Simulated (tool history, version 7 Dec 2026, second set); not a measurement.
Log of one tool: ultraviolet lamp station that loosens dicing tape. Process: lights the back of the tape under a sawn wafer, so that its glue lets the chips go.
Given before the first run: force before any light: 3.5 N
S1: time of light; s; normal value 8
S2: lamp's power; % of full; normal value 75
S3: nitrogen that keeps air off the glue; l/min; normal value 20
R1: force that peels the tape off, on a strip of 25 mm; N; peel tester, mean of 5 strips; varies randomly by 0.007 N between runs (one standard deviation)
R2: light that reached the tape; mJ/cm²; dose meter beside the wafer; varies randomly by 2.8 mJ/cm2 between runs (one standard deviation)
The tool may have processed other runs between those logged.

{"run": 1, "hour": 0.0, "S1": 8, "S2": 75, "S3": 20, "R1": 0.247, "R2": 396}
{"run": 2, "hour": 83.4, "S1": 8, "S2": 75, "S3": 20, "R1": 0.246, "R2": 402}
{"run": 3, "hour": 168.0, "S1": 8, "S2": 75, "S3": 20, "R1": 0.254, "R2": 393}
{"run": 4, "hour": 237.4, "S1": 8, "S2": 75, "S3": 20, "R1": 0.24, "R2": 392}
{"run": 5, "hour": 292.6, "S1": 16, "S2": 75, "S3": 20, "R1": 0.09, "R2": 787}
{"run": 6, "hour": 350.7, "S1": 15, "S2": 75, "S3": 20, "R1": 0.106, "R2": 738}
{"run": 7, "hour": 407.0, "S1": 4, "S2": 75, "S3": 20, "R1": 0.799, "R2": 197}
{"hour": 414.6, "done": "window cleaned of glue's vapour"}
{"run": 8, "hour": 492.8, "S1": 8, "S2": 92, "S3": 20, "R1": 0.169, "R2": 483}
{"run": 9, "hour": 572.1, "S1": 8, "S2": 90, "S3": 20, "R1": 0.169, "R2": 474}
{"run": 10, "hour": 667.4, "S1": 10, "S2": 75, "S3": 20, "R1": 0.161, "R2": 493}
{"run": 11, "hour": 746.7, "S1": 10, "S2": 75, "S3": 20, "R1": 0.167, "R2": 495}
{"run": 12, "hour": 833.9, "S1": 10, "S2": 75, "S3": 20, "R1": 0.156, "R2": 492}
{"run": 13, "hour": 875.4, "S1": 10, "S2": 75, "S3": 20, "R1": 0.161, "R2": 498}
{"run": 14, "hour": 960.9, "S1": 14, "S2": 89, "S3": 18, "R1": 0.102, "R2": 809}
{"run": 15, "hour": 1048.0, "S1": 4, "S2": 72, "S3": 14, "R1": 1.029, "R2": 192}
{"run": 16, "hour": 1122.0, "S1": 4, "S2": 88, "S3": 14, "R1": 0.776, "R2": 231}
{"run": 17, "hour": 1195.8, "S1": 7, "S2": 79, "S3": 10, "R1": 0.483, "R2": 363}
{"run": 18, "hour": 1248.9, "S1": 8, "S2": 61, "S3": 33, "R1": 0.281, "R2": 318}
{"run": 19, "hour": 1342.4, "S1": 8, "S2": 61, "S3": 33, "R1": 0.279, "R2": 326}
{"run": 20, "hour": 1422.3, "S1": 4, "S2": 70, "S3": 18, "R1": 0.943, "R2": 181}

5 options for the next run, each taken on its own from the tool as it stands now. Forecast them:
{"run": "A", "hour": 1492.4, "S1": 8, "S2": 75, "S3": 14, "R1": "?", "R2": "?"}
{"run": "B", "hour": 1492.4, "S1": 8, "S2": 86, "S3": 20, "R1": "?", "R2": "?"}
{"run": "C", "hour": 1492.4, "S1": 8, "S2": 75, "S3": 10, "R1": "?", "R2": "?"}
{"run": "D", "hour": 1492.4, "S1": 9, "S2": 95, "S3": 18, "R1": "?", "R2": "?"}
{"run": "E", "hour": 1492.4, "S1": 15, "S2": 70, "S3": 34, "R1": "?", "R2": "?"}

run=A R1=0.312 R2=397
run=B R1=0.186 R2=455
run=C R1=0.412 R2=395
run=D R1=0.141 R2=555
run=E R1=0.102 R2=692
Without the tool's unlogged condition, the same runs would have read:
run=A R1=0.31 R2=398
run=B R1=0.185 R2=456
run=C R1=0.41 R2=396
run=D R1=0.14 R2=556
run=E R1=0.101 R2=694
